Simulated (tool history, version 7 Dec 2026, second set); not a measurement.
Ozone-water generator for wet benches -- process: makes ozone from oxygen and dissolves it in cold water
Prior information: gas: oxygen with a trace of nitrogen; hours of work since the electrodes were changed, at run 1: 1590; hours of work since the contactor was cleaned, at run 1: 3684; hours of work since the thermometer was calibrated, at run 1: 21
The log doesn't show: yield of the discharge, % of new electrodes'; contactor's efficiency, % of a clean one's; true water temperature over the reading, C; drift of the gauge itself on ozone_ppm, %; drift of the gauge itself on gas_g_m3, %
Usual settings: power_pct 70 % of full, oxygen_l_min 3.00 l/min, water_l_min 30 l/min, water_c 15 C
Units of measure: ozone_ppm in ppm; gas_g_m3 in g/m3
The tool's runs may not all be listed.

run	day	power_pct	oxygen_l_min	water_l_min	water_c	hours of work since the electrodes were changed	hours of work since the contactor was cleaned	hours of work since the thermometer was calibrated	ozone_ppm	gas_g_m3
1	0.000	70	3.00	30	15	1590	3684	21	14.9	235.4
2	6.529	70	3.00	30	15	1734	3828	165	14.6	228.8
3	12.592	70	3.00	30	15	1868	3962	299	14.4	230.9
4	18.725	70	3.00	30	15	2004	4097	434	14.5	230.2
5	21.588	70	3.00	30	15	2067	4160	497	14.6	230.7
6	27.812	70	3.00	27	15	2204	4298	635	15.9	229.5
7	33.208	70	3.00	27	15	2323	4417	754	15.8	227.1
8	40.208	70	3.00	27	15	2478	4571	908	15.7	226.4
9	45.571	70	3.15	27	15	2596	4690	1027	15.6	220.1
10	52.133	70	3.00	30	15	2741	4834	1172	13.8	225.0
11	56.488	70	3.00	30	15	2837	4931	1268	13.8	222.8
12	62.025	70	3.00	30	15	2960	5053	1390	13.4	222.7
13	68.817	70	2.48	30	15	3109	5203	1540	12.7	242.5
14	75.371	70	2.48	30	15	3254	5347	1685	12.7	239.7
15	78.721	70	3.00	30	17	3328	5421	1759	13.1	218.8
16	84.392	70	3.00	38	11	3453	5546	1884	10.4	215.9
17	90.800	49	2.01	38	11	3595	5688	2025	7.1	202.9
# day 93.496: contactor cleaned
18	96.492	70	3.00	30	13	3717	66	2147	14.2	216.5
19	102.329	70	3.00	30	19	3846	195	2276	13.2	214.1
20	108.812	70	3.00	30	19	3989	338	2419	13.3	210.7
21	115.521	61	3.00	30	9	4137	486	2567	12.6	187.6
22	118.888	61	3.00	30	9	4211	560	2641	12.6	189.3

For run 23, what comes out?
23	123.883	54	1.62	21	10	4321	671	2752	?	?

ozone_ppm: 13.7 ppm
gas_g_m3: 235.8 g/m3
On a tool with no hidden condition, and with the same random variation, this run would have come out at ozone_ppm 16.1 ppm, gas_g_m3 275.1 g/m3.
